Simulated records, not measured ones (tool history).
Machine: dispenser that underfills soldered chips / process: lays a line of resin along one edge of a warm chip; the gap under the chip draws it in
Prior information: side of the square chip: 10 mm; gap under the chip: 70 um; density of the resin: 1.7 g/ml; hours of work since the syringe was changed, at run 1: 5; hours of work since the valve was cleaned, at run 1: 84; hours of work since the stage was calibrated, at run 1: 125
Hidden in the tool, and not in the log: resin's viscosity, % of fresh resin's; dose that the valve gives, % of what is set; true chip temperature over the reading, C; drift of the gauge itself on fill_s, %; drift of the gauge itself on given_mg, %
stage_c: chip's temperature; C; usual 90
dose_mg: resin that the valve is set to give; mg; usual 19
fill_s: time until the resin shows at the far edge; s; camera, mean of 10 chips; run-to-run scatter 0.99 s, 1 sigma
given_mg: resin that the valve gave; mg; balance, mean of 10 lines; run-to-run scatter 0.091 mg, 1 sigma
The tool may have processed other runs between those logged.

run,hour,stage_c,dose_mg,hours of work since the syringe was changed,hours of work since the valve was cleaned,hours of work since the stage was calibrated,fill_s,given_mg
1,0,90,19,5,84,125,146.8,17.75
2,2.4,90,19,6,86,127,163.4,17.66
3,5.4,90,19,9,88,129,202.4,17.66
4,8,90,19,11,90,131,241.6,17.74
# hour 8.6: new syringe of resin
5,12.3,90,19,3,93,134,126.2,17.53
6,17,90,19,6,97,137,166,17.57
7,19.4,90,19,8,98,139,195.1,17.43
# hour 23.4: new syringe of resin
8,23.7,90,19,0,101,142,101.4,17.43
9,27,90,19,3,104,145,126.5,17.54
10,30.9,90,19,6,107,148,160.5,17.39
11,34.1,90,19,8,109,150,195,17.42
12,36.7,90,16.9,10,111,152,239.5,15.41
# hour 38.2: new syringe of resin
13,39.5,90,16.9,1,113,154,110.5,15.49
14,41.7,90,16.9,3,115,156,128.5,15.46
15,47,90,16.9,7,119,160,180.8,15.32
16,51,90,16.9,10,122,163,228.6,15.23
# hour 53.1: new syringe of resin
17,54.6,90,16.9,1,125,165,111.3,15.21
18,59.3,90,16.9,5,128,169,151.4,15.19
19,64.5,90,16.9,9,132,173,208.4,15.29
# hour 67.8: new syringe of resin
20,69,100,18.9,1,135,176,74.3,16.94
# hour 71.3: dispensing valve cleaned and set on the balance
21,75.3,85,24.6,5,3,180,178.9,24.61
22,77.7,80,17.1,7,5,182,266.5,16.9
23,82.8,80,17.1,11,9,186,362.2,16.91
# hour 83.8: new syringe of resin
24,85.6,80,17.1,1,11,188,166.9,17
25,90.6,83,19.3,5,15,192,200.6,18.94
26,93.2,84,23.8,7,17,194,224.6,23.44
27,97.5,100,18.1,10,20,197,156.3,17.72
# hour 98.5: new syringe of resin
28,100.5,100,18.1,1,22,199,74.6,17.7
29,103.2,81,21.3,4,24,201,186.7,20.85
30,106.4,105,16.5,6,26,204,93.6,16.14
31,109,94,22.2,8,28,205,161.4,21.64
# hour 113.4: new syringe of resin
32,113.6,87,18.2,0,32,209,114,17.64
33,118.6,87,21.8,4,35,213,151.9,21.08
34,121.1,86,21.2,6,37,214,187.5,20.49
35,126.3,97,19.6,10,41,218,172.3,19.07
# hour 128.1: new syringe of resin
36,130.9,97,24.1,2,45,222,90.6,23.01

Alternative continuations, all from the tool just after run 36; predict every row:
A,133.8,90,19.7,4,47,224,?,?
B,133.8,93,16.5,4,47,224,?,?
C,133.8,82,19,4,47,224,?,?
D,133.8,103,22,4,47,224,?,?

run,fill_s,given_mg
A,143.7,18.93
B,132.3,15.83
C,200,18.26
D,87.3,21.15
Take away the tool's hidden state, keep each run's random variation, and the runs would have read:
run,fill_s,given_mg
A,93.9,19.68
B,86.1,16.46
C,130.4,18.98
D,57.5,21.99

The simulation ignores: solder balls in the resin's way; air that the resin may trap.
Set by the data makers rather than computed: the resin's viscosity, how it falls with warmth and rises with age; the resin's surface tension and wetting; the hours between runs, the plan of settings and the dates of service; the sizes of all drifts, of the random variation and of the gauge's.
